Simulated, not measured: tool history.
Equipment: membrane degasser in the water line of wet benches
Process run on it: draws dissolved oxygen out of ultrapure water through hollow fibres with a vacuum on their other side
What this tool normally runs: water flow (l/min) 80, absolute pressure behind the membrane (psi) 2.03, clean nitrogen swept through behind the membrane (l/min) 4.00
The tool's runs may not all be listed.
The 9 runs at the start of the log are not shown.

| run | hour | water flow (l/min) | absolute pressure behind the membrane (psi) | clean nitrogen swept through behind the membrane (l/min) | dissolved oxygen in the water behind the degasser (ppb) | pressure that the water loses in the fibres (psi) |
|---|---|---|---|---|---|---|
|  | 1006.0 | vacuum gauge calibrated |
| 10 | 1115.0 | 48 | 2.03 | 4.00 | 296.3 | 4.580 |
| 11 | 1292.2 | 80 | 2.03 | 4.00 | 471.2 | 7.632 |
| 12 | 1396.7 | 80 | 2.03 | 4.00 | 471.7 | 7.616 |
| 13 | 1511.7 | 80 | 2.03 | 4.00 | 472.5 | 7.667 |
|  | 1538.7 | seals of the vacuum lines changed |
| 14 | 1607.8 | 80 | 2.03 | 4.00 | 471.3 | 7.628 |
| 15 | 1789.9 | 80 | 2.03 | 4.00 | 471.5 | 7.703 |
| 16 | 1877.4 | 69 | 2.03 | 4.00 | 414.6 | 6.599 |
| 17 | 1971.5 | 69 | 2.03 | 4.00 | 413.0 | 6.631 |
| 18 | 2099.1 | 70 | 2.03 | 7.94 | 227.8 | 6.673 |
| 19 | 2228.1 | 66 | 4.32 | 8.10 | 493.9 | 6.372 |
| 20 | 2386.7 | 65 | 4.32 | 4.54 | 815.7 | 6.253 |
| 21 | 2480.2 | 65 | 4.32 | 4.54 | 803.4 | 6.244 |
| 22 | 2619.6 | 55 | 1.38 | 2.99 | 260.5 | 5.242 |
| 23 | 2800.8 | 57 | 2.78 | 5.04 | 409.6 | 5.493 |
| 24 | 2934.1 | 57 | 2.78 | 5.04 | 415.3 | 5.442 |
| 25 | 3038.7 | 74 | 4.21 | 7.96 | 546.2 | 7.081 |
| 26 | 3188.4 | 80 | 2.38 | 5.48 | 432.8 | 7.729 |
| 27 | 3289.5 | 57 | 2.38 | 5.48 | 316.4 | 5.471 |
| 28 | 3473.9 | 70 | 1.35 | 2.17 | 402.6 | 6.746 |
| 29 | 3623.9 | 95 | 2.03 | 6.40 | 375.6 | 9.134 |
| 30 | 3750.8 | 95 | 2.03 | 6.40 | 375.5 | 9.178 |
| 31 | 3944.2 | 95 | 2.23 | 2.74 | 826.8 | 9.236 |
| 32 | 4035.9 | 95 | 2.23 | 2.74 | 821.7 | 9.217 |

Here are 4 independent what-if runs from the current tool condition. What would each one return?
| A | 4118.1 | 110 | 1.64 | 5.81 | ? | ? |
| B | 4118.1 | 50 | 3.64 | 5.99 | ? | ? |
| C | 4118.1 | 85 | 1.65 | 3.82 | ? | ? |
| D | 4118.1 | 95 | 2.96 | 2.07 | ? | ? |

| run | dissolved oxygen in the water behind the degasser (ppb) | pressure that the water loses in the fibres (psi) |
|---|---|---|
| A | 358.3 | 10.668 |
| B | 419.8 | 4.783 |
| C | 402.9 | 8.232 |
| D | 1362.5 | 9.165 |
The same runs, with their run-to-run variation unchanged, on a tool lacking any hidden condition would have given:
| run | dissolved oxygen in the water behind the degasser (ppb) | pressure that the water loses in the fibres (psi) |
|---|---|---|
| A | 352.2 | 10.459 |
| B | 417.3 | 4.689 |
| C | 397.2 | 8.071 |
| D | 1354.9 | 8.987 |
